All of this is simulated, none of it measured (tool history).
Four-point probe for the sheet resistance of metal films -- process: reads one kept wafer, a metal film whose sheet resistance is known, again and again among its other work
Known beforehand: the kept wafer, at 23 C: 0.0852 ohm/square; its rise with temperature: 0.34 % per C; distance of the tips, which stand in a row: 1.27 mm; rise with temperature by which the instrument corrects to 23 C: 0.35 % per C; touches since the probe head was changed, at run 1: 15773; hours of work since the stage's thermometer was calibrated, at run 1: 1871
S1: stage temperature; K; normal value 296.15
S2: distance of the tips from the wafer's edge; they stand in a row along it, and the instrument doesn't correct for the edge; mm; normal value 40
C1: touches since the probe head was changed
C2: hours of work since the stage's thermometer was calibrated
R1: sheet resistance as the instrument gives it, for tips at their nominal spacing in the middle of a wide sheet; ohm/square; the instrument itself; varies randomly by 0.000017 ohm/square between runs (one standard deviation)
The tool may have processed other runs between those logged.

run 1 hour=0.0 | S1=296.15 S2=40 | C1=15773 C2=1871 | R1=0.085487
run 2 hour=28.5 | S1=296.15 S2=40 | C1=16318 C2=1887 | R1=0.085493
run 3 hour=83.3 | S1=296.15 S2=40 | C1=17367 C2=1918 | R1=0.085470
run 4 hour=132.8 | S1=296.15 S2=40 | C1=18315 C2=1945 | R1=0.085506
run 5 hour=196.9 | S1=296.15 S2=40 | C1=19541 C2=1981 | R1=0.085519
run 6 hour=232.3 | S1=296.15 S2=40 | C1=20218 C2=2000 | R1=0.085514
run 7 hour=289.6 | S1=306.15 S2=40 | C1=21313 C2=2032 | R1=0.085447
run 8 hour=340.2 | S1=302.15 S2=40 | C1=22281 C2=2060 | R1=0.085502
run 9 hour=387.7 | S1=296.15 S2=40 | C1=23190 C2=2087 | R1=0.085508
run 10 hour=418.9 | S1=297.15 S2=40 | C1=23786 C2=2104 | R1=0.085549
run 11 hour=447.7 | S1=297.15 S2=40 | C1=24339 C2=2120 | R1=0.085501
run 12 hour=501.6 | S1=297.15 S2=40 | C1=25369 C2=2150 | R1=0.085507
-- hour=513.9 stage's thermometer calibrated
run 13 hour=567.4 | S1=296.15 S2=40 | C1=26619 C2=30 | R1=0.085726
run 14 hour=612.7 | S1=296.15 S2=40 | C1=27485 C2=55 | R1=0.085718
run 15 hour=655.0 | S1=296.15 S2=40 | C1=28294 C2=78 | R1=0.085692
run 16 hour=688.2 | S1=294.15 S2=23 | C1=28929 C2=97 | R1=0.085816
run 17 hour=730.3 | S1=306.15 S2=19 | C1=29736 C2=120 | R1=0.085816
run 18 hour=768.8 | S1=306.15 S2=19 | C1=30472 C2=142 | R1=0.085783
run 19 hour=810.6 | S1=306.15 S2=19 | C1=31271 C2=165 | R1=0.085795
run 20 hour=839.0 | S1=295.15 S2=9 | C1=31814 C2=181 | R1=0.086634
run 21 hour=867.9 | S1=297.15 S2=10 | C1=32367 C2=197 | R1=0.086421
run 22 hour=927.1 | S1=297.15 S2=10 | C1=33500 C2=230 | R1=0.086418
run 23 hour=982.5 | S1=297.15 S2=10 | C1=34560 C2=261 | R1=0.086453
run 24 hour=1033.3 | S1=298.15 S2=61 | C1=35532 C2=289 | R1=0.085750
run 25 hour=1077.5 | S1=305.15 S2=21 | C1=36376 C2=313 | R1=0.085793
run 26 hour=1133.0 | S1=296.15 S2=21 | C1=37440 C2=344 | R1=0.085890
run 27 hour=1200.1 | S1=295.15 S2=8 | C1=38723 C2=382 | R1=0.086880
run 28 hour=1227.5 | S1=295.15 S2=8 | C1=39246 C2=397 | R1=0.086894
run 29 hour=1275.6 | S1=294.15 S2=25 | C1=40167 C2=424 | R1=0.085892
run 30 hour=1337.1 | S1=297.15 S2=27 | C1=41344 C2=458 | R1=0.085846

5 options for the next run, each taken on its own from the tool as it stands now. Forecast them:
run A hour=1395.5 | S1=297.15 S2=27 | C1=42461 C2=490 | R1=?
run B hour=1395.5 | S1=297.15 S2=37 | C1=42461 C2=490 | R1=?
run C hour=1395.5 | S1=305.15 S2=8 | C1=42461 C2=490 | R1=?
run D hour=1395.5 | S1=303.15 S2=7 | C1=42461 C2=490 | R1=?
run E hour=1395.5 | S1=294.15 S2=6 | C1=42461 C2=490 | R1=?

run=A R1=0.085829
run=B R1=0.085791
run=C R1=0.086838
run=D R1=0.087190
run=E R1=0.087774
Without the tool's unlogged condition, the same runs would have read:
run=A R1=0.085276
run=B R1=0.085238
run=C R1=0.086278
run=D R1=0.086628
run=E R1=0.087210
